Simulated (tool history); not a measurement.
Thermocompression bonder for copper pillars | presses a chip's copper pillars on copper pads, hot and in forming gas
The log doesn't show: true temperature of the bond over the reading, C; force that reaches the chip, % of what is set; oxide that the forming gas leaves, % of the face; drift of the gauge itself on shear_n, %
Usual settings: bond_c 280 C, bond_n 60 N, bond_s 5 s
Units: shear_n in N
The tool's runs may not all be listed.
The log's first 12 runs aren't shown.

| run | day | bond_c | bond_n | bond_s | hours of work since the heater was calibrated | hours of work since the force cell was calibrated | hours of work since the gas filter was changed | shear_n |
|---|---|---|---|---|---|---|---|---|
| 13 | 4.858 | 280 | 60 | 5 | 252 | 509 | 301 | 35.7 |
| 14 | 5.225 | 280 | 60 | 5 | 256 | 513 | 305 | 36.6 |
| 15 | 5.542 | 280 | 39 | 5 | 260 | 516 | 309 | 24.2 |
| 16 | 6.033 | 280 | 39 | 5 | 265 | 522 | 314 | 25.2 |
| 17 | 6.529 | 260 | 60 | 5 | 271 | 527 | 320 | 26.0 |
| 18 | 6.854 | 284 | 60 | 8 | 274 | 531 | 323 | 45.1 |
| 19 | 7.238 | 274 | 73 | 4 | 279 | 535 | 327 | 35.3 |
| 20 | 7.554 | 274 | 73 | 4 | 282 | 538 | 331 | 35.6 |
| 21 | 8.025 | 280 | 44 | 6 | 287 | 544 | 336 | 29.0 |
| 22 | 8.425 | 286 | 42 | 4 | 292 | 548 | 341 | 26.3 |
|  | 8.675 | forming gas filter changed |
| 23 | 8.767 | 271 | 62 | 5 | 295 | 552 | 1 | 36.3 |
| 24 | 9.129 | 282 | 41 | 5 | 299 | 556 | 5 | 29.1 |
| 25 | 9.546 | 282 | 41 | 5 | 304 | 560 | 10 | 28.8 |
| 26 | 9.921 | 305 | 66 | 3 | 308 | 564 | 14 | 47.9 |
| 27 | 10.354 | 257 | 42 | 3 | 313 | 569 | 19 | 16.1 |
| 28 | 10.862 | 295 | 55 | 11 | 318 | 575 | 24 | 56.5 |
| 29 | 11.117 | 280 | 50 | 10 | 321 | 578 | 27 | 42.8 |
| 30 | 11.392 | 306 | 42 | 6 | 324 | 581 | 30 | 44.1 |
| 31 | 11.846 | 271 | 39 | 13 | 329 | 586 | 35 | 34.1 |
| 32 | 12.371 | 271 | 54 | 13 | 335 | 591 | 41 | 44.2 |
| 33 | 12.738 | 289 | 88 | 5 | 339 | 596 | 45 | 56.9 |

3 ways to go on from here, each from the tool as it stands after run 33. What would each give?
| A | 12.971 | 280 | 73 | 3 | 342 | 598 | 47 | ? |
| B | 12.971 | 289 | 45 | 12 | 342 | 598 | 47 | ? |
| C | 12.971 | 294 | 77 | 8 | 342 | 598 | 47 | ? |

| run | shear_n |
|---|---|
| A | 37.9 |
| B | 47.0 |
| C | 62.2 |
Without the tool's hidden state the same runs would have given:
| run | shear_n |
|---|---|
| A | 41.6 |
| B | 51.1 |
| C | 66.2 |
